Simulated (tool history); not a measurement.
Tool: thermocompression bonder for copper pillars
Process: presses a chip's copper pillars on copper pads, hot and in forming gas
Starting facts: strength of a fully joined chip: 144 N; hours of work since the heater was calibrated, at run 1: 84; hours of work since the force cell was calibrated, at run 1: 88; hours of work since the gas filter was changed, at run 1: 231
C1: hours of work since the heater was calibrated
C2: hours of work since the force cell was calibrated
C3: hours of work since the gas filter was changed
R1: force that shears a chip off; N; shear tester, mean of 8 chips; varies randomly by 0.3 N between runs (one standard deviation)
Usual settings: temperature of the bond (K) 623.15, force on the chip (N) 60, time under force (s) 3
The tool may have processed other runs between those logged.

{"run": 1, "day": 0.0, "temperature of the bond (K)": 623.15, "force on the chip (N)": 60, "time under force (s)": 3, "C1": 84, "C2": 88, "C3": 231, "R1": 52.9}
{"run": 2, "day": 0.192, "temperature of the bond (K)": 623.15, "force on the chip (N)": 60, "time under force (s)": 3, "C1": 86, "C2": 90, "C3": 233, "R1": 53.3}
{"run": 3, "day": 0.429, "temperature of the bond (K)": 623.15, "force on the chip (N)": 60, "time under force (s)": 3, "C1": 88, "C2": 93, "C3": 235, "R1": 53.7}
{"run": 4, "day": 0.646, "temperature of the bond (K)": 629.15, "force on the chip (N)": 60, "time under force (s)": 3, "C1": 91, "C2": 95, "C3": 237, "R1": 57.8}
{"run": 5, "day": 0.908, "temperature of the bond (K)": 629.15, "force on the chip (N)": 60, "time under force (s)": 3, "C1": 93, "C2": 98, "C3": 240, "R1": 56.8}
{"run": 6, "day": 1.188, "temperature of the bond (K)": 623.15, "force on the chip (N)": 60, "time under force (s)": 8, "C1": 96, "C2": 100, "C3": 243, "R1": 74.7}
{"run": 7, "day": 1.342, "temperature of the bond (K)": 623.15, "force on the chip (N)": 60, "time under force (s)": 8, "C1": 98, "C2": 102, "C3": 244, "R1": 75.1}
{"day": 1.5, "done": "forming gas filter changed"}
{"run": 8, "day": 1.642, "temperature of the bond (K)": 623.15, "force on the chip (N)": 60, "time under force (s)": 3, "C1": 100, "C2": 105, "C3": 1, "R1": 59.4}
{"run": 9, "day": 1.854, "temperature of the bond (K)": 623.15, "force on the chip (N)": 60, "time under force (s)": 2, "C1": 103, "C2": 107, "C3": 4, "R1": 50.9}
{"run": 10, "day": 2.038, "temperature of the bond (K)": 623.15, "force on the chip (N)": 60, "time under force (s)": 2, "C1": 104, "C2": 109, "C3": 5, "R1": 50.3}
{"run": 11, "day": 2.412, "temperature of the bond (K)": 623.15, "force on the chip (N)": 60, "time under force (s)": 2, "C1": 108, "C2": 113, "C3": 9, "R1": 50.6}
{"run": 12, "day": 2.571, "temperature of the bond (K)": 623.15, "force on the chip (N)": 60, "time under force (s)": 2, "C1": 110, "C2": 114, "C3": 11, "R1": 50.7}
{"run": 13, "day": 2.796, "temperature of the bond (K)": 623.15, "force on the chip (N)": 60, "time under force (s)": 9, "C1": 112, "C2": 116, "C3": 13, "R1": 85.8}
{"run": 14, "day": 3.017, "temperature of the bond (K)": 623.15, "force on the chip (N)": 60, "time under force (s)": 3, "C1": 114, "C2": 119, "C3": 15, "R1": 58.8}
{"run": 15, "day": 3.233, "temperature of the bond (K)": 636.15, "force on the chip (N)": 60, "time under force (s)": 2, "C1": 117, "C2": 121, "C3": 18, "R1": 58.2}
{"run": 16, "day": 3.525, "temperature of the bond (K)": 623.15, "force on the chip (N)": 47, "time under force (s)": 3, "C1": 119, "C2": 124, "C3": 20, "R1": 48.6}
{"run": 17, "day": 3.692, "temperature of the bond (K)": 638.15, "force on the chip (N)": 57, "time under force (s)": 2, "C1": 121, "C2": 126, "C3": 22, "R1": 57.0}
{"run": 18, "day": 3.871, "temperature of the bond (K)": 645.15, "force on the chip (N)": 60, "time under force (s)": 3, "C1": 123, "C2": 127, "C3": 24, "R1": 74.2}
{"run": 19, "day": 4.129, "temperature of the bond (K)": 605.15, "force on the chip (N)": 41, "time under force (s)": 6, "C1": 126, "C2": 130, "C3": 27, "R1": 45.8}
{"run": 20, "day": 4.333, "temperature of the bond (K)": 613.15, "force on the chip (N)": 84, "time under force (s)": 5, "C1": 128, "C2": 132, "C3": 29, "R1": 81.5}

For run 21, what comes out?
{"run": 21, "day": 4.504, "temperature of the bond (K)": 623.15, "force on the chip (N)": 60, "time under force (s)": 4, "C1": 129, "C2": 134, "C3": 30, "R1": "?"}

R1: 64.9 N
The same run, on a tool lacking any hidden state, would have yielded R1 64.0 N.

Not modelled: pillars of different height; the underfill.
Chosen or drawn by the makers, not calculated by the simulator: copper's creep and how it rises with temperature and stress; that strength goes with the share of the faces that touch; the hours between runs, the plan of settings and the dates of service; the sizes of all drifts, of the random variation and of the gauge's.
